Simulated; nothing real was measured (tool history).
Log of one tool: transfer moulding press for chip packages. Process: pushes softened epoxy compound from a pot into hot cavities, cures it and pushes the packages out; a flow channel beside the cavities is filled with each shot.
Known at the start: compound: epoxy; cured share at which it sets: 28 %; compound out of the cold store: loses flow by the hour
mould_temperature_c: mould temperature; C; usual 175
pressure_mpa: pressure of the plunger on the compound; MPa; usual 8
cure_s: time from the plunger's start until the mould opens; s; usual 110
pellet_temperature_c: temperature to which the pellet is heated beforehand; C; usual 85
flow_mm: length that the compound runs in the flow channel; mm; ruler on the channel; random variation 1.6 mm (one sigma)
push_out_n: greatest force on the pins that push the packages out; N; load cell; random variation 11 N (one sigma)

| run | hour | mould_temperature_c | pressure_mpa | cure_s | pellet_temperature_c | incoming compound's hours out of the cold store | flow_mm | push_out_n |
|---|---|---|---|---|---|---|---|---|
| 1 | 0 | 175 | 8 | 110 | 85 | 37 | 749 | 565 |
| 2 | 9.1 | 175 | 8 | 110 | 85 | 12.2 | 869 | 700 |
| 3 | 28.8 | 175 | 8 | 110 | 85 | 35.5 | 756 | 810 |
| 4 | 37.8 | 175 | 8 | 110 | 85 | 26.6 | 792 | 874 |
| 5 | 59.4 | 175 | 8 | 110 | 85 | 39.9 | 735 | 901 |
|  | 64.9 | cavities cleaned with cleaning compound and waxed |
| 6 | 78.3 | 175 | 8 | 132 | 85 | 11.8 | 863 | 964 |
| 7 | 96.8 | 175 | 8 | 110 | 85 | 46.1 | 706 | 1035 |
| 8 | 110.5 | 175 | 6.29 | 110 | 85 | 18.1 | 737 | 1077 |
| 9 | 126.1 | 181 | 7.29 | 110 | 82 | 14.5 | 786 | 912 |
|  | 134.3 | cavities cleaned with cleaning compound and waxed |
|  | 137 | cavities cleaned with cleaning compound and waxed, once more |
| 10 | 142.3 | 181 | 6.16 | 110 | 95 | 11.3 | 736 | 518 |
| 11 | 159.7 | 175 | 7.9 | 110 | 85 | 25 | 791 | 747 |
| 12 | 180.2 | 175 | 7.9 | 110 | 85 | 44.5 | 705 | 863 |
| 13 | 189.6 | 179 | 8 | 96 | 85 | 15.9 | 821 | 910 |
|  | 197.8 | plunger's sealing rings changed |
| 14 | 203.9 | 180 | 8.68 | 121 | 80 | 30.3 | 809 | 852 |
|  | 209.6 | cavities cleaned with cleaning compound and waxed |
| 15 | 224.7 | 170 | 7.59 | 110 | 82 | 39.4 | 754 | 878 |

Forecast each of these 3 alternatives for the next run:
| A | 245.5 | 175 | 8 | 122 | 88 | 22 | ? | ? |
| B | 245.5 | 175 | 8 | 127 | 85 | 14.1 | ? | ? |
| C | 245.5 | 175 | 9.36 | 110 | 78 | 27.2 | ? | ? |

| run | flow_mm | push_out_n |
|---|---|---|
| A | 836 | 783 |
| B | 876 | 788 |
| C | 875 | 849 |
Without the tool's hidden state the same runs would have given:
| run | flow_mm | push_out_n |
|---|---|---|
| A | 836 | 472 |
| B | 876 | 476 |
| C | 876 | 505 |
